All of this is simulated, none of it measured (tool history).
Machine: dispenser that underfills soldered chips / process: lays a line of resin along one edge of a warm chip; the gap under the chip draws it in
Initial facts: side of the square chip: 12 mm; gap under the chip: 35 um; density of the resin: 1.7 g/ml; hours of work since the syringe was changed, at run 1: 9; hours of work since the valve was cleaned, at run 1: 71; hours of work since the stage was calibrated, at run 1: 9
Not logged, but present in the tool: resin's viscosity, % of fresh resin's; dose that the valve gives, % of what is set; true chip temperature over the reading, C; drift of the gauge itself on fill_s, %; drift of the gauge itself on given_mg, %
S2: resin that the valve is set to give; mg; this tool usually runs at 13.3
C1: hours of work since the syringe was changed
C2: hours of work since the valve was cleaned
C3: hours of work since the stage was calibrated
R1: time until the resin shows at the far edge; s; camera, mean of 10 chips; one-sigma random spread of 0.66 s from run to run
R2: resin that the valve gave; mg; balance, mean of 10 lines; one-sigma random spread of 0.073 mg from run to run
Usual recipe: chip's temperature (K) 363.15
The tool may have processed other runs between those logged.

Run 1, hour 0.0: usual settings; C1 9; C2 71; C3 9. Result: R1 136.0 s, R2 12.48 mg.
At hour 2.0: new syringe of resin.
Run 2, hour 6.2: usual settings but chip's temperature (K) 374.15; C1 3; C2 75; C3 13. Result: R1 56.1 s, R2 12.50 mg.
Run 3, hour 9.5: usual settings but chip's temperature (K) 374.15; C1 5; C2 77; C3 15. Result: R1 68.1 s, R2 12.51 mg.
Run 4, hour 15.3: usual settings but chip's temperature (K) 374.15; C1 9; C2 81; C3 19. Result: R1 96.7 s, R2 12.48 mg.
At hour 18.3: new syringe of resin.
Run 5, hour 19.9: usual settings but S2 14.7 mg; C1 1; C2 84; C3 22. Result: R1 63.8 s, R2 13.70 mg.
Run 6, hour 24.2: usual settings but S2 14.7 mg; C1 4; C2 86; C3 25. Result: R1 81.0 s, R2 13.55 mg.
Run 7, hour 32.0: usual settings but S2 14.7 mg; C1 9; C2 92; C3 30. Result: R1 126.9 s, R2 13.63 mg.
At hour 34.5: new syringe of resin.
Run 8, hour 38.5: usual settings but S2 14.7 mg; C1 3; C2 96; C3 34. Result: R1 74.0 s, R2 13.47 mg.
Run 9, hour 41.9: usual settings but chip's temperature (K) 364.15; C1 5; C2 98; C3 36. Result: R1 88.0 s, R2 12.28 mg.
Run 10, hour 47.1: usual settings but chip's temperature (K) 364.15; C1 8; C2 101; C3 40. Result: R1 116.8 s, R2 12.19 mg.
At hour 50.9: new syringe of resin.
Run 11, hour 53.1: usual settings but chip's temperature (K) 364.15; C1 1; C2 105; C3 43. Result: R1 67.4 s, R2 12.22 mg.
Run 12, hour 60.0: usual settings but chip's temperature (K) 364.15; C1 6; C2 109; C3 48. Result: R1 96.6 s, R2 12.00 mg.
Run 13, hour 63.9: usual settings but chip's temperature (K) 364.15; C1 9; C2 112; C3 50. Result: R1 124.4 s, R2 12.16 mg.
At hour 67.1: new syringe of resin.
Run 14, hour 68.4: usual settings; C1 1; C2 115; C3 53. Result: R1 63.2 s, R2 12.02 mg.
Run 15, hour 73.5: usual settings but S2 12.9 mg; C1 4; C2 118; C3 57. Result: R1 85.4 s, R2 11.68 mg.
Run 16, hour 79.5: usual settings but chip's temperature (K) 358.15, S2 12.9 mg; C1 8; C2 122; C3 60. Result: R1 137.7 s, R2 11.57 mg.
At hour 83.5: new syringe of resin.
Run 17, hour 85.3: usual settings but chip's temperature (K) 375.15; C1 1; C2 126; C3 64. Result: R1 48.2 s, R2 11.93 mg.
Run 18, hour 90.7: usual settings; C1 5; C2 129; C3 68. Result: R1 90.9 s, R2 11.90 mg.
At hour 94.2: dispensing valve cleaned and set on the balance.
Run 19, hour 95.3: usual settings but chip's temperature (K) 358.15, S2 12.7 mg; C1 7; C2 1; C3 70. Result: R1 123.9 s, R2 12.64 mg.
Run 20, hour 98.7: usual settings but chip's temperature (K) 358.15, S2 12.7 mg; C1 9; C2 3; C3 72. Result: R1 151.8 s, R2 12.72 mg.
At hour 100.7: new syringe of resin.
Run 21, hour 104.9: usual settings but chip's temperature (K) 358.15, S2 12.7 mg; C1 3; C2 7; C3 76. Result: R1 85.8 s, R2 12.58 mg.
Run 22, hour 109.8: usual settings but chip's temperature (K) 358.15, S2 12.7 mg; C1 6; C2 10; C3 79. Result: R1 113.4 s, R2 12.47 mg.
At hour 117.0: new syringe of resin.
Run 23, hour 117.1: usual settings but S2 15.9 mg; C1 0; C2 15; C3 84. Result: R1 57.8 s, R2 15.63 mg.
Run 24, hour 123.0: usual settings but chip's temperature (K) 368.15, S2 12.2 mg; C1 4; C2 18; C3 88. Result: R1 70.1 s, R2 11.94 mg.
Run 25, hour 126.2: usual settings but S2 13.5 mg; C1 6; C2 21; C3 90. Result: R1 95.9 s, R2 13.28 mg.
At hour 133.5: new syringe of resin.
Run 26, hour 133.7: usual settings but chip's temperature (K) 375.15, S2 16.6 mg; C1 0; C2 25; C3 94. Result: R1 41.6 s, R2 16.30 mg.
Run 27, hour 140.6: usual settings but chip's temperature (K) 375.15, S2 16.6 mg; C1 5; C2 30; C3 99. Result: R1 62.1 s, R2 16.19 mg.
Run 28, hour 144.0: usual settings but chip's temperature (K) 358.15, S2 15.0 mg; C1 7; C2 32; C3 101. Result: R1 121.6 s, R2 14.53 mg.
Run 29, hour 148.7: usual settings but chip's temperature (K) 358.15, S2 15.0 mg; C1 10; C2 35; C3 104. Result: R1 161.7 s, R2 14.62 mg.
At hour 149.6: new syringe of resin.
Run 30, hour 155.7: usual settings but chip's temperature (K) 358.15, S2 15.0 mg; C1 4; C2 39; C3 109. Result: R1 95.4 s, R2 14.53 mg.
Run 31, hour 159.2: usual settings but chip's temperature (K) 358.15, S2 15.0 mg; C1 6; C2 42; C3 111. Result: R1 114.3 s, R2 14.41 mg.
Run 32, hour 165.1: usual settings but chip's temperature (K) 371.15, S2 12.2 mg; C1 10; C2 46; C3 115. Result: R1 116.6 s, R2 11.69 mg.
At hour 166.0: new syringe of resin.
Run 33, hour 170.3: usual settings but chip's temperature (K) 371.15, S2 12.2 mg; C1 3; C2 49; C3 118. Result: R1 60.0 s, R2 11.67 mg.
Run 34, hour 173.6: usual settings but chip's temperature (K) 371.15, S2 12.2 mg; C1 5; C2 51; C3 120. Result: R1 73.6 s, R2 11.75 mg.
Run 35, hour 180.2: usual settings but S2 15.6 mg; C1 9; C2 55; C3 125. Result: R1 127.3 s, R2 14.82 mg.

What if the next run were any one of these 5? Each begins from the tool's condition after run 35:
At hour 182.3: new syringe of resin.
Run A, hour 186.3: usual settings but chip's temperature (K) 372.15, S2 14.9 mg; C1 3; C2 59; C3 128. Result: R1 ?, R2 ?.
At hour 182.3: new syringe of resin.
Run B, hour 186.3: usual settings but chip's temperature (K) 362.15, S2 15.7 mg; C1 3; C2 59; C3 128. Result: R1 ?, R2 ?.
At hour 182.3: new syringe of resin.
Run C, hour 186.3: usual settings but chip's temperature (K) 369.15, S2 16.6 mg; C1 3; C2 59; C3 128. Result: R1 ?, R2 ?.
At hour 182.3: new syringe of resin.
Run D, hour 186.3: usual settings but chip's temperature (K) 364.15, S2 17.1 mg; C1 3; C2 59; C3 128. Result: R1 ?, R2 ?.
At hour 182.3: new syringe of resin.
Run E, hour 186.3: usual settings but chip's temperature (K) 353.15, S2 16.6 mg; C1 3; C2 59; C3 128. Result: R1 ?, R2 ?.

run    R1     R2
  A  55.1  14.14
  B  72.8  14.96
  C  58.7  15.77
  D  68.0  16.36
  E  92.2  15.76
With the hidden condition removed and each run's random variation left untouched, the same runs would have given:
run    R1     R2
  A  45.5  14.86
  B  60.2  15.72
  C  48.6  16.58
  D  56.4  17.18
  E  76.6  16.56
